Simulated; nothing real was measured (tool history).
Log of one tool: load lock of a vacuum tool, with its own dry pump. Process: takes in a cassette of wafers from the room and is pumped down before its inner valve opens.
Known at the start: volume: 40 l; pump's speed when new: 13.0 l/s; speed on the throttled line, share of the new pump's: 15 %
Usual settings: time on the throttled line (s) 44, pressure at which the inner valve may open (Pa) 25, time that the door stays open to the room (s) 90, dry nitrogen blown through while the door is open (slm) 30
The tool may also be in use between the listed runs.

run	hour	time on the throttled line (s)	pressure at which the inner valve may open (Pa)	time that the door stays open to the room (s)	dry nitrogen blown through while the door is open (slm)	incoming humidity of the room's air, %	time from the closed door until the inner valve may open (s)	rise of the pressure with all valves shut (Pa/min)
1	0.0	44	25	90	30	43.9	63.1	0.156
2	80.1	44	25	90	30	48.4	62.9	0.159
3	181.6	44	25	90	30	46.9	63.2	0.168
4	240.9	44	37	90	30	45.6	61.5	0.164
5	297.7	44	37	90	30	43.5	62.0	0.165
6	352.3	44	25	90	30	47.0	63.0	0.175
7	456.8	44	25	90	30	46.2	62.9	0.177
8	532.7	44	25	90	30	44.5	63.1	0.175
9	606.6	44	25	90	30	46.0	63.0	0.183
10	701.4	44	25	90	30	43.3	62.9	0.187
11	780.8	44	34	90	30	41.8	61.9	0.183
12	878.6	44	34	90	30	46.4	61.7	0.193
13	993.7	44	34	90	30	40.8	61.8	0.196
14	1060.2	44	34	90	30	42.1	62.3	0.198
15	1164.8	44	25	82	30	45.7	63.5	0.210
16	1220.0	44	25	82	30	46.2	63.5	0.207
17	1316.8	44	25	82	30	44.8	63.3	0.219
18	1399.1	44	25	82	30	40.8	63.2	0.217
19	1516.2	44	25	82	30	42.8	63.5	0.226
20	1638.8	44	25	82	30	45.4	63.0	0.241
21	1715.7	44	25	82	30	42.9	63.4	0.247
22	1835.0	44	25	82	30	45.3	63.2	0.251
23	1929.8	26	33	231	18	44.2	47.2	0.297
24	2020.3	32	47	35	11	46.5	51.0	0.263
25	2109.3	39	20	90	4	49.8	59.8	0.304
26	2170.7	44	34	165	19	44.6	62.5	0.312
27	2224.6	44	34	165	19	46.3	62.8	0.300
28	2296.0	44	19	50	19	46.6	64.5	0.267
29	2363.6	44	19	50	19	39.9	64.1	0.281
30	2439.2	35	35	101	9	43.8	54.6	0.309
31	2528.4	35	32	27	9	43.1	55.0	0.283

The next listed run, before its measurement:
32	2588.7	35	32	27	22	44.4	?	?

{"run 32": {"time from the closed door until the inner valve may open (s)": 55.3, "rise of the pressure with all valves shut (Pa/min)": 0.29}}
Without the tool's hidden state the same run would have given time from the closed door until the inner valve may open (s) 54.8, rise of the pressure with all valves shut (Pa/min) 0.020.

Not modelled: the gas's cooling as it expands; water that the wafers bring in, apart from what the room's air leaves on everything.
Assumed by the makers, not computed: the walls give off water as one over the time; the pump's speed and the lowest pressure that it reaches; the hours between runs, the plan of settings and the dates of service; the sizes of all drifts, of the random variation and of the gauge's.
